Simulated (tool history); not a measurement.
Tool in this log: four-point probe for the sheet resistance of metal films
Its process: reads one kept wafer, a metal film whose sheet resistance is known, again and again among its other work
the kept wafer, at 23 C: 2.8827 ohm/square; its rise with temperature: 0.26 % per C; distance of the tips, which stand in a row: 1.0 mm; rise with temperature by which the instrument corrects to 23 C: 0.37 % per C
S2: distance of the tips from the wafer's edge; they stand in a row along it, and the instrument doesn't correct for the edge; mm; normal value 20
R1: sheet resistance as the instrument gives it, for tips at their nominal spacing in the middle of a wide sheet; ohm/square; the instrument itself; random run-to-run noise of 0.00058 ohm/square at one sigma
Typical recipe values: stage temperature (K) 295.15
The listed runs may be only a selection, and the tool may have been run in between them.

{"run": 1, "day": 0.0, "stage temperature (K)": 295.15, "S2": 20, "R1": 2.878817}
{"run": 2, "day": 0.333, "stage temperature (K)": 295.15, "S2": 20, "R1": 2.879756}
{"run": 3, "day": 0.896, "stage temperature (K)": 295.15, "S2": 20, "R1": 2.879248}
{"run": 4, "day": 1.383, "stage temperature (K)": 295.15, "S2": 20, "R1": 2.880269}
{"run": 5, "day": 1.858, "stage temperature (K)": 295.15, "S2": 33, "R1": 2.877908}
{"run": 6, "day": 2.425, "stage temperature (K)": 295.15, "S2": 33, "R1": 2.876621}
{"run": 7, "day": 3.225, "stage temperature (K)": 295.15, "S2": 20, "R1": 2.880873}
{"run": 8, "day": 3.754, "stage temperature (K)": 295.15, "S2": 20, "R1": 2.879891}
{"run": 9, "day": 4.446, "stage temperature (K)": 295.15, "S2": 20, "R1": 2.880515}
{"run": 10, "day": 4.921, "stage temperature (K)": 295.15, "S2": 20, "R1": 2.880825}
{"run": 11, "day": 5.588, "stage temperature (K)": 295.15, "S2": 20, "R1": 2.880617}
{"run": 12, "day": 6.312, "stage temperature (K)": 304.15, "S2": 20, "R1": 2.852399}
{"run": 13, "day": 6.671, "stage temperature (K)": 304.15, "S2": 20, "R1": 2.851349}
{"run": 14, "day": 7.112, "stage temperature (K)": 304.15, "S2": 20, "R1": 2.852326}
{"run": 15, "day": 7.9, "stage temperature (K)": 304.15, "S2": 20, "R1": 2.852815}
{"run": 16, "day": 8.65, "stage temperature (K)": 304.15, "S2": 13, "R1": 2.856316}
{"run": 17, "day": 9.35, "stage temperature (K)": 304.15, "S2": 13, "R1": 2.857705}
{"run": 18, "day": 9.883, "stage temperature (K)": 304.15, "S2": 13, "R1": 2.856525}
{"run": 19, "day": 10.533, "stage temperature (K)": 304.15, "S2": 13, "R1": 2.856259}
{"run": 20, "day": 11.325, "stage temperature (K)": 295.15, "S2": 20, "R1": 2.879415}
{"run": 21, "day": 11.771, "stage temperature (K)": 292.15, "S2": 20, "R1": 2.888598}
{"run": 22, "day": 12.454, "stage temperature (K)": 295.15, "S2": 20, "R1": 2.878511}
{"run": 23, "day": 12.888, "stage temperature (K)": 295.15, "S2": 20, "R1": 2.879869}
{"run": 24, "day": 13.567, "stage temperature (K)": 294.15, "S2": 33, "R1": 2.879544}
{"run": 25, "day": 14.35, "stage temperature (K)": 294.15, "S2": 33, "R1": 2.879134}
{"run": 26, "day": 15.108, "stage temperature (K)": 291.15, "S2": 32, "R1": 2.889111}
{"run": 27, "day": 15.762, "stage temperature (K)": 291.15, "S2": 32, "R1": 2.889187}
{"run": 28, "day": 16.479, "stage temperature (K)": 292.15, "S2": 39, "R1": 2.885413}
{"run": 29, "day": 16.821, "stage temperature (K)": 299.15, "S2": 12, "R1": 2.872284}
{"run": 30, "day": 17.592, "stage temperature (K)": 303.15, "S2": 3, "R1": 3.010315}
{"run": 31, "day": 18.321, "stage temperature (K)": 302.15, "S2": 38, "R1": 2.854996}
{"run": 32, "day": 18.921, "stage temperature (K)": 302.15, "S2": 38, "R1": 2.853918}
{"run": 33, "day": 19.542, "stage temperature (K)": 291.15, "S2": 13, "R1": 2.89629}
{"run": 34, "day": 20.225, "stage temperature (K)": 302.15, "S2": 12, "R1": 2.863646}
{"run": 35, "day": 20.746, "stage temperature (K)": 292.15, "S2": 8, "R1": 2.907722}
{"run": 36, "day": 21.246, "stage temperature (K)": 291.15, "S2": 54, "R1": 2.887607}
{"run": 37, "day": 21.871, "stage temperature (K)": 297.15, "S2": 4, "R1": 2.961792}
{"run": 38, "day": 22.288, "stage temperature (K)": 297.15, "S2": 4, "R1": 2.960895}
{"run": 39, "day": 23.075, "stage temperature (K)": 297.15, "S2": 4, "R1": 2.96067}
{"run": 40, "day": 23.788, "stage temperature (K)": 308.15, "S2": 35, "R1": 2.83647}
{"run": 41, "day": 24.288, "stage temperature (K)": 300.15, "S2": 65, "R1": 2.858641}
{"run": 42, "day": 25.075, "stage temperature (K)": 301.15, "S2": 61, "R1": 2.855209}
{"run": 43, "day": 25.796, "stage temperature (K)": 295.15, "S2": 61, "R1": 2.873757}
{"run": 44, "day": 26.529, "stage temperature (K)": 295.15, "S2": 14, "R1": 2.88003}

Alternative continuations, all from the tool just after run 44; predict every row:
{"run": "A", "day": 27.004, "stage temperature (K)": 298.15, "S2": 30, "R1": "?"}
{"run": "B", "day": 27.004, "stage temperature (K)": 303.15, "S2": 21, "R1": "?"}
{"run": "C", "day": 27.004, "stage temperature (K)": 299.15, "S2": 13, "R1": "?"}

run=A R1=2.865581
run=B R1=2.852351
run=C R1=2.870026
Had the tool no hidden state, the same runs would have come out as:
run=A R1=2.878245
run=B R1=2.864960
run=C R1=2.882708

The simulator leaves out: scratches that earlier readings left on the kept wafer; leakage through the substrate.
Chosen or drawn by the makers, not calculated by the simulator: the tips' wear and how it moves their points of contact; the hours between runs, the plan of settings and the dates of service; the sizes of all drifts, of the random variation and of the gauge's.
